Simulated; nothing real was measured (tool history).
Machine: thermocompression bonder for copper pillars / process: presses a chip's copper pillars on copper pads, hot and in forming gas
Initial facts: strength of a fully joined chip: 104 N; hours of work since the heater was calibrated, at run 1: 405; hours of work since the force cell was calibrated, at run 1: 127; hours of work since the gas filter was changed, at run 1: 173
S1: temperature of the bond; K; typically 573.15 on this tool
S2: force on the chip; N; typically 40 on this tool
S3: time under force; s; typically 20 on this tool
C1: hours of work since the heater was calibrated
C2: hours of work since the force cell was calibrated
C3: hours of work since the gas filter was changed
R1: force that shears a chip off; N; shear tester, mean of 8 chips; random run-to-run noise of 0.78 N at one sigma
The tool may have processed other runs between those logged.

run 1 hour=0 | S1=573.15 S2=40 S3=20 | C1=405 C2=127 C3=173 | R1=77.4
run 2 hour=22 | S1=573.15 S2=40 S3=20 | C1=416 C2=138 C3=183 | R1=78
run 3 hour=55.9 | S1=573.15 S2=40 S3=20 | C1=432 C2=154 C3=199 | R1=77.1
run 4 hour=80 | S1=573.15 S2=40 S3=20 | C1=444 C2=166 C3=211 | R1=77.3
run 5 hour=102.2 | S1=573.15 S2=40 S3=20 | C1=455 C2=176 C3=222 | R1=75.7
-- hour=106.8 heater calibrated with a thermocouple chip
run 6 hour=127.4 | S1=573.15 S2=40 S3=20 | C1=10 C2=188 C3=233 | R1=77.6
-- hour=138.6 forming gas filter changed
run 7 hour=162.3 | S1=573.15 S2=40 S3=20 | C1=26 C2=204 C3=11 | R1=84.8
run 8 hour=193.7 | S1=573.15 S2=40 S3=20 | C1=42 C2=219 C3=27 | R1=84.5

Predict the results of run 9:
run 9 hour=213.6 | S1=602.15 S2=37 S3=31 | C1=51 C2=229 C3=36 | R1=?

{"run 9": {"R1": 98.7}}
If the tool had no hidden condition, the same run with the same run-to-run variation would have returned R1 95.7 N.
